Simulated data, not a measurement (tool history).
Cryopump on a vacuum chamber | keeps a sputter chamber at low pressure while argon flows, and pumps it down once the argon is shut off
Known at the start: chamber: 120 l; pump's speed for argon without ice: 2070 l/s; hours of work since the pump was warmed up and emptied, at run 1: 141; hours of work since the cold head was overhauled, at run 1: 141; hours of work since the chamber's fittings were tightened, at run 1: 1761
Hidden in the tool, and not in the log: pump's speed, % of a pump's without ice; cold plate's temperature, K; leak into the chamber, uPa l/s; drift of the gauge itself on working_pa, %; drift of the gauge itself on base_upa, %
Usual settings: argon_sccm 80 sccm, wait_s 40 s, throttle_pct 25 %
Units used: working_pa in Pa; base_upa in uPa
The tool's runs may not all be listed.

run   hour  argon_sccm  wait_s  throttle_pct  hours of work since the pump was warmed up and emptied  hours of work since the cold head was overhauled  hours of work since the chamber's fittings were tightened  working_pa  base_upa
  1      0          80      40            25                                                     141                                               141                                                       1761      0.2634      2.66
  2   29.9          80      40            25                                                     157                                               157                                                       1777      0.2623      2.71
  3   63.6          80      40            17                                                     175                                               175                                                       1794      0.3849      2.63
  4   86.6          80      40            17                                                     187                                               187                                                       1806      0.3839      2.67
  5  120.6          80      40            17                                                     205                                               205                                                       1824      0.3896      2.64
  6  149.8          80      40            17                                                     220                                               220                                                       1840      0.3878      2.66
  7  180.3          80      40            23                                                     236                                               236                                                       1856      0.2875      2.62
  8  225.3          80      40            23                                                     260                                               260                                                       1880      0.2871      2.56
  9  245.9          80      40            23                                                     271                                               271                                                       1891      0.2866      2.68
 10  288.5          80      40            23                                                     294                                               294                                                       1913      0.2861      2.76
 11  327.4          80      40            23                                                     314                                               314                                                       1934       0.286      2.76
 12  349.5          80      30            18                                                     326                                               326                                                       1945      0.3667      3.29
 13  386.5          44      30            18                                                     345                                               345                                                       1965      0.2007      3.27
 14  432.2          44      30            18                                                     370                                               370                                                       1989      0.2026      3.25
 15  472.8          33      77            29                                                     391                                               391                                                       2011      0.0951      1.95
 16  511.8         141      63            19                                                     412                                               412                                                       2031      0.6119      2.14
 17  537.7          34      40            34                                                     425                                               425                                                       2045      0.0834      2.69
 18    561          68     193            25                                                     438                                               438                                                       2057      0.2255       1.5
 19  606.7          75     193            25                                                     462                                               462                                                       2081      0.2501      1.44
 20  657.3         113      40            35                                                     488                                               488                                                       2108       0.271      2.83
 21  690.8          80      40            29                                                     506                                               506                                                       2126      0.2307      2.84
 22  712.7          34      40            22                                                     518                                               518                                                       2137      0.1285      2.89

Below are 3 alternative next runs, each starting from the tool's condition after run 22. Predict each:
  A  758.1          80      40            42                                                     542                                               542                                                       2161           ?         ?
  B  758.1          80      40            17                                                     542                                               542                                                       2161           ?         ?
  C  758.1          36      40            40                                                     542                                               542                                                       2161           ?         ?

run  working_pa  base_upa
  A      0.1603      2.87
  B      0.3889       2.8
  C      0.0763      2.87
Take away the tool's hidden state, keep each run's random variation, and the runs would have read:
run  working_pa  base_upa
  A       0.155      1.81
  B      0.3836      1.77
  C      0.0739      1.82
